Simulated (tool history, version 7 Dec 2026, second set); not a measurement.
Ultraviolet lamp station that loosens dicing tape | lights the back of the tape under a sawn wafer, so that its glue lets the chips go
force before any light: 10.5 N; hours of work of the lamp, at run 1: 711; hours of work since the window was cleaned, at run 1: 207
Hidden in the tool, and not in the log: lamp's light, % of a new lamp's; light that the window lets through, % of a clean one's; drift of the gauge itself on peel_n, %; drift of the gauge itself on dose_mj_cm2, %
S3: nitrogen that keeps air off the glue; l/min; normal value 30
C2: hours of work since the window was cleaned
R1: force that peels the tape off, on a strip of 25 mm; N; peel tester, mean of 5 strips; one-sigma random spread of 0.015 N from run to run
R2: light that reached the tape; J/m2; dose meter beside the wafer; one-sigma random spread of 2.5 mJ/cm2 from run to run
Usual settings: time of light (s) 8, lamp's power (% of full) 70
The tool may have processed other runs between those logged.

Run 1, hour 0.0: usual settings; hours of work of the lamp 711; C2 207. Result: R1 2.120 N, R2 1780 J/m2.
At hour 25.8: lamp changed.
Run 2, hour 37.4: usual settings but S3 34 l/min; hours of work of the lamp 5; C2 223. Result: R1 0.753 N, R2 3060 J/m2.
Run 3, hour 96.7: usual settings but S3 34 l/min; hours of work of the lamp 32; C2 250. Result: R1 0.729 N, R2 2990 J/m2.
Run 4, hour 151.3: usual settings but time of light (s) 4, S3 34 l/min; hours of work of the lamp 56; C2 275. Result: R1 2.738 N, R2 1440 J/m2.
Run 5, hour 194.8: usual settings but lamp's power (% of full) 61; hours of work of the lamp 76; C2 294. Result: R1 1.186 N, R2 2500 J/m2.
Run 6, hour 249.4: usual settings but lamp's power (% of full) 61; hours of work of the lamp 100; C2 319. Result: R1 1.208 N, R2 2490 J/m2.
Run 7, hour 293.4: usual settings but lamp's power (% of full) 61; hours of work of the lamp 120; C2 338. Result: R1 1.304 N, R2 2440 J/m2.
Run 8, hour 363.2: usual settings but S3 22 l/min; hours of work of the lamp 152; C2 370. Result: R1 1.146 N, R2 2800 J/m2.
Run 9, hour 394.9: usual settings but S3 22 l/min; hours of work of the lamp 166; C2 384. Result: R1 1.214 N, R2 2660 J/m2.
Run 10, hour 434.8: usual settings; hours of work of the lamp 184; C2 402. Result: R1 1.027 N, R2 2660 J/m2.
Run 11, hour 481.1: usual settings; hours of work of the lamp 205; C2 423. Result: R1 1.073 N, R2 2630 J/m2.
Run 12, hour 518.3: usual settings; hours of work of the lamp 221; C2 439. Result: R1 1.063 N, R2 2570 J/m2.
Run 13, hour 588.0: usual settings; hours of work of the lamp 253; C2 471. Result: R1 1.150 N, R2 2520 J/m2.
Run 14, hour 637.3: usual settings; hours of work of the lamp 275; C2 493. Result: R1 1.181 N, R2 2500 J/m2.
Run 15, hour 690.5: usual settings but S3 55 l/min; hours of work of the lamp 299; C2 517. Result: R1 0.972 N, R2 2540 J/m2.
Run 16, hour 724.9: usual settings but S3 55 l/min; hours of work of the lamp 314; C2 532. Result: R1 0.959 N, R2 2440 J/m2.
Run 17, hour 772.8: usual settings but S3 38 l/min; hours of work of the lamp 336; C2 554. Result: R1 1.122 N, R2 2410 J/m2.
Run 18, hour 808.6: usual settings but S3 38 l/min; hours of work of the lamp 352; C2 570. Result: R1 1.201 N, R2 2410 J/m2.
Run 19, hour 852.4: usual settings but lamp's power (% of full) 68; hours of work of the lamp 371; C2 590. Result: R1 1.445 N, R2 2270 J/m2.
At hour 894.0: window cleaned of glue's vapour.
Run 20, hour 900.6: usual settings but lamp's power (% of full) 68; hours of work of the lamp 393; C2 3. Result: R1 1.427 N, R2 2270 J/m2.
Run 21, hour 965.2: usual settings but lamp's power (% of full) 90; hours of work of the lamp 422; C2 32. Result: R1 0.803 N, R2 2980 J/m2.
Run 22, hour 1001.6: usual settings but lamp's power (% of full) 90; hours of work of the lamp 438; C2 48. Result: R1 0.778 N, R2 2950 J/m2.
Run 23, hour 1059.2: usual settings but time of light (s) 6, lamp's power (% of full) 90, S3 35 l/min; hours of work of the lamp 464; C2 74. Result: R1 1.433 N, R2 2130 J/m2.
Run 24, hour 1107.4: usual settings but time of light (s) 6, lamp's power (% of full) 90, S3 35 l/min; hours of work of the lamp 486; C2 96. Result: R1 1.522 N, R2 2140 J/m2.
Run 25, hour 1150.1: usual settings but time of light (s) 6, lamp's power (% of full) 90, S3 35 l/min; hours of work of the lamp 505; C2 115. Result: R1 1.574 N, R2 2090 J/m2.
Run 26, hour 1207.5: usual settings but time of light (s) 6, lamp's power (% of full) 90, S3 35 l/min; hours of work of the lamp 531; C2 141. Result: R1 1.663 N, R2 2080 J/m2.
Run 27, hour 1274.5: usual settings but time of light (s) 6, lamp's power (% of full) 90, S3 35 l/min; hours of work of the lamp 561; C2 171. Result: R1 1.703 N, R2 1980 J/m2.
Run 28, hour 1334.7: usual settings but time of light (s) 7, lamp's power (% of full) 65; hours of work of the lamp 588; C2 198. Result: R1 2.474 N, R2 1640 J/m2.
Run 29, hour 1386.5: usual settings but time of light (s) 7, lamp's power (% of full) 65; hours of work of the lamp 611; C2 221. Result: R1 2.499 N, R2 1600 J/m2.
Run 30, hour 1443.8: usual settings but time of light (s) 15, lamp's power (% of full) 93, S3 14 l/min; hours of work of the lamp 637; C2 247. Result: R1 0.459 N, R2 4750 J/m2.
Run 31, hour 1480.0: usual settings but S3 15 l/min; hours of work of the lamp 653; C2 263. Result: R1 2.665 N, R2 1870 J/m2.
Run 32, hour 1529.3: usual settings but S3 15 l/min; hours of work of the lamp 675; C2 285. Result: R1 2.800 N, R2 1830 J/m2.
Run 33, hour 1590.4: usual settings but time of light (s) 5, lamp's power (% of full) 91, S3 42 l/min; hours of work of the lamp 703; C2 313. Result: R1 2.468 N, R2 1490 J/m2.
Run 34, hour 1618.9: usual settings but time of light (s) 5, lamp's power (% of full) 91, S3 42 l/min; hours of work of the lamp 716; C2 326. Result: R1 2.627 N, R2 1450 J/m2.
At hour 1633.0: lamp changed.
Run 35, hour 1648.1: usual settings but time of light (s) 5, lamp's power (% of full) 91, S3 42 l/min; hours of work of the lamp 7; C2 338. Result: R1 1.063 N, R2 2470 J/m2.
Run 36, hour 1708.6: usual settings but time of light (s) 11, lamp's power (% of full) 73, S3 27 l/min; hours of work of the lamp 34; C2 366. Result: R1 0.376 N, R2 4210 J/m2.
Run 37, hour 1764.8: usual settings but time of light (s) 14, lamp's power (% of full) 96, S3 12 l/min; hours of work of the lamp 59; C2 391. Result: R1 0.219 N, R2 6890 J/m2.
Run 38, hour 1827.3: usual settings but time of light (s) 15, lamp's power (% of full) 84, S3 20 l/min; hours of work of the lamp 87; C2 419. Result: R1 0.195 N, R2 6390 J/m2.
Run 39, hour 1862.7: usual settings but time of light (s) 15, lamp's power (% of full) 84, S3 20 l/min; hours of work of the lamp 103; C2 435. Result: R1 0.204 N, R2 6240 J/m2.
Run 40, hour 1896.9: usual settings but time of light (s) 10, lamp's power (% of full) 74, S3 10 l/min; hours of work of the lamp 119; C2 450. Result: R1 1.044 N, R2 3650 J/m2.
Run 41, hour 1926.0: usual settings but lamp's power (% of full) 75, S3 57 l/min; hours of work of the lamp 132; C2 463. Result: R1 0.605 N, R2 2970 J/m2.
Run 42, hour 1995.4: usual settings but lamp's power (% of full) 75, S3 57 l/min; hours of work of the lamp 163; C2 494. Result: R1 0.635 N, R2 2860 J/m2.
Run 43, hour 2050.2: usual settings but time of light (s) 13, lamp's power (% of full) 82, S3 57 l/min; hours of work of the lamp 187; C2 519. Result: R1 0.199 N, R2 5010 J/m2.

The logged runs with the hidden state left out (each run's random variation unchanged):
run     R1    R2
  1  0.740  3100
  2  0.697  3160
  3  0.650  3140
  4  2.502  1540
  5  1.004  2710
  6  0.988  2750
  7  1.037  2720
  8  0.862  3190
  9  0.897  3070
 10  0.730  3110
 11  0.735  3120
 12  0.712  3090
 13  0.734  3100
 14  0.726  3130
 15  0.556  3220
 16  0.531  3150
 17  0.612  3160
 18  0.639  3190
 19  0.773  3060
 20  0.802  2990
 21  0.399  4010
 22  0.371  4030
 23  0.712  2980
 24  0.734  3030
 25  0.730  3020
 26  0.740  3070
 27  0.728  3010
 28  1.148  2560
 29  1.122  2550
 30  0.182  7790
 31  1.120  3130
 32  1.143  3130
 33  0.924  2570
 34  0.961  2570
 35  0.959  2590
 36  0.322  4500
 37  0.192  7490
 38  0.171  7090
 39  0.176  6990
 40  0.796  4130
 41  0.439  3390
 42  0.435  3350
 43  0.165  5970

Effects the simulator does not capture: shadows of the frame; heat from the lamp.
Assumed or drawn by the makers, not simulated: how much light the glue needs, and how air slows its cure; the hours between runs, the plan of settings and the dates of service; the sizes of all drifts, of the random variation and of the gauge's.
